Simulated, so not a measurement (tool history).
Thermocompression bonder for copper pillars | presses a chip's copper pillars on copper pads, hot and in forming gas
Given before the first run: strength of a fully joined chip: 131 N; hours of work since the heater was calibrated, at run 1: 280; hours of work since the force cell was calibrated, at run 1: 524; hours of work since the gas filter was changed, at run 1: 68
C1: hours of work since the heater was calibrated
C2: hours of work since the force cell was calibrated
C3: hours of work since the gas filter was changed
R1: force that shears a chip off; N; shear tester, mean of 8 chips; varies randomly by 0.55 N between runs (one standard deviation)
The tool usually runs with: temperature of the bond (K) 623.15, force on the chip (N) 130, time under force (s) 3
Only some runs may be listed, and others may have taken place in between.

Run 1, hour 0.0: usual settings; C1 280; C2 524; C3 68. Result: R1 90.3 N.
Run 2, hour 44.9: usual settings but time under force (s) 5; C1 304; C2 549; C3 93. Result: R1 101.4 N.
Run 3, hour 84.6: usual settings but time under force (s) 5; C1 326; C2 571; C3 115. Result: R1 99.8 N.
Run 4, hour 117.0: usual settings but force on the chip (N) 106; C1 344; C2 588; C3 132. Result: R1 76.7 N.
Run 5, hour 162.3: usual settings but force on the chip (N) 123; C1 368; C2 613; C3 157. Result: R1 85.0 N.
At hour 185.4: forming gas filter changed.
Run 6, hour 212.5: usual settings; C1 396; C2 640; C3 15. Result: R1 92.9 N.
Run 7, hour 266.5: usual settings; C1 425; C2 670; C3 44. Result: R1 91.3 N.
Run 8, hour 320.5: usual settings but force on the chip (N) 84; C1 455; C2 699; C3 74. Result: R1 66.2 N.
Run 9, hour 350.3: usual settings but temperature of the bond (K) 611.15, force on the chip (N) 84; C1 471; C2 716; C3 90. Result: R1 60.0 N.
Run 10, hour 391.1: usual settings but temperature of the bond (K) 611.15, force on the chip (N) 84; C1 493; C2 738; C3 112. Result: R1 60.3 N.
Run 11, hour 444.9: usual settings but temperature of the bond (K) 611.15, force on the chip (N) 83; C1 523; C2 767; C3 142. Result: R1 58.2 N.
Run 12, hour 475.4: usual settings; C1 539; C2 784; C3 158. Result: R1 88.6 N.
At hour 497.2: forming gas filter changed.
Run 13, hour 525.2: usual settings; C1 566; C2 811; C3 15. Result: R1 92.2 N.
Run 14, hour 552.7: usual settings; C1 581; C2 826; C3 30. Result: R1 91.6 N.
At hour 558.2: heater calibrated with a thermocouple chip.
Run 15, hour 595.7: usual settings; C1 20; C2 848; C3 53. Result: R1 90.1 N.
Run 16, hour 634.5: usual settings; C1 42; C2 870; C3 74. Result: R1 90.2 N.
Run 17, hour 683.4: usual settings; C1 68; C2 896; C3 101. Result: R1 88.8 N.
Run 18, hour 717.5: usual settings; C1 87; C2 915; C3 119. Result: R1 89.3 N.
Run 19, hour 763.8: usual settings but force on the chip (N) 169; C1 112; C2 940; C3 145. Result: R1 101.9 N.
Run 20, hour 789.6: usual settings but temperature of the bond (K) 606.15, force on the chip (N) 99, time under force (s) 7; C1 126; C2 954; C3 159. Result: R1 84.7 N.
At hour 807.5: heater calibrated with a thermocouple chip, once more.
At hour 815.9: forming gas filter changed.
Run 21, hour 843.6: usual settings but temperature of the bond (K) 632.15, force on the chip (N) 100, time under force (s) 8; C1 19; C2 982; C3 15. Result: R1 105.3 N.
Run 22, hour 877.6: usual settings but temperature of the bond (K) 631.15, force on the chip (N) 82, time under force (s) 2; C1 38; C2 1001; C3 34. Result: R1 61.6 N.
Run 23, hour 911.2: usual settings but temperature of the bond (K) 631.15, force on the chip (N) 100, time under force (s) 6; C1 56; C2 1019; C3 52. Result: R1 97.4 N.
Run 24, hour 935.4: usual settings but temperature of the bond (K) 618.15, force on the chip (N) 160, time under force (s) 6; C1 70; C2 1033; C3 65. Result: R1 114.6 N.
Run 25, hour 976.1: usual settings but temperature of the bond (K) 618.15, force on the chip (N) 160, time under force (s) 6; C1 92; C2 1055; C3 88. Result: R1 114.2 N.
Run 26, hour 1005.5: usual settings but force on the chip (N) 143; C1 108; C2 1071; C3 104. Result: R1 98.2 N.
Run 27, hour 1037.4: usual settings but temperature of the bond (K) 632.15, force on the chip (N) 108; C1 125; C2 1088; C3 121. Result: R1 85.9 N.
Run 28, hour 1060.5: usual settings but temperature of the bond (K) 603.15, time under force (s) 2; C1 138; C2 1101; C3 134. Result: R1 72.4 N.
Run 29, hour 1088.1: usual settings but time under force (s) 2; C1 153; C2 1116; C3 149. Result: R1 81.8 N.
At hour 1127.6: forming gas filter changed.
Run 30, hour 1130.6: usual settings but temperature of the bond (K) 615.15, force on the chip (N) 106, time under force (s) 4; C1 176; C2 1139; C3 2. Result: R1 85.4 N.
Run 31, hour 1183.7: usual settings but force on the chip (N) 87, time under force (s) 6; C1 205; C2 1168; C3 31. Result: R1 87.1 N.
Run 32, hour 1230.4: usual settings but temperature of the bond (K) 649.15, force on the chip (N) 79; C1 231; C2 1194; C3 56. Result: R1 75.4 N.
Run 33, hour 1276.2: usual settings but temperature of the bond (K) 622.15, force on the chip (N) 93; C1 256; C2 1219; C3 81. Result: R1 72.5 N.
Run 34, hour 1324.8: usual settings but force on the chip (N) 92; C1 282; C2 1245; C3 108. Result: R1 72.7 N.
Run 35, hour 1350.1: usual settings but temperature of the bond (K) 604.15, force on the chip (N) 141; C1 296; C2 1259; C3 122. Result: R1 87.9 N.
Run 36, hour 1401.8: usual settings but force on the chip (N) 96; C1 324; C2 1287; C3 150. Result: R1 73.9 N.
At hour 1437.9: forming gas filter changed.
At hour 1452.3: force cell calibrated.
Run 37, hour 1455.1: usual settings but force on the chip (N) 96; C1 352; C2 2; C3 9. Result: R1 72.0 N.
Run 38, hour 1479.9: usual settings but temperature of the bond (K) 607.15, force on the chip (N) 99, time under force (s) 5; C1 366; C2 15; C3 22. Result: R1 78.3 N.

Each row is a separate what-if for the run after 38, all from the same tool condition, not one after another. Results?
Run A, hour 1532.3: usual settings but temperature of the bond (K) 599.15, force on the chip (N) 152, time under force (s) 7; C1 394; C2 44; C3 51. Result: R1 ?.
Run B, hour 1532.3: usual settings but temperature of the bond (K) 607.15, force on the chip (N) 122, time under force (s) 5; C1 394; C2 44; C3 51. Result: R1 ?.
Run C, hour 1532.3: usual settings but temperature of the bond (K) 621.15, force on the chip (N) 171, time under force (s) 5; C1 394; C2 44; C3 51. Result: R1 ?.

run     R1
  A  105.6
  B   90.1
  C  113.9
Take away the tool's hidden state, keep each run's random variation, and the runs would have read:
run     R1
  A  108.0
  B   92.3
  C  116.2

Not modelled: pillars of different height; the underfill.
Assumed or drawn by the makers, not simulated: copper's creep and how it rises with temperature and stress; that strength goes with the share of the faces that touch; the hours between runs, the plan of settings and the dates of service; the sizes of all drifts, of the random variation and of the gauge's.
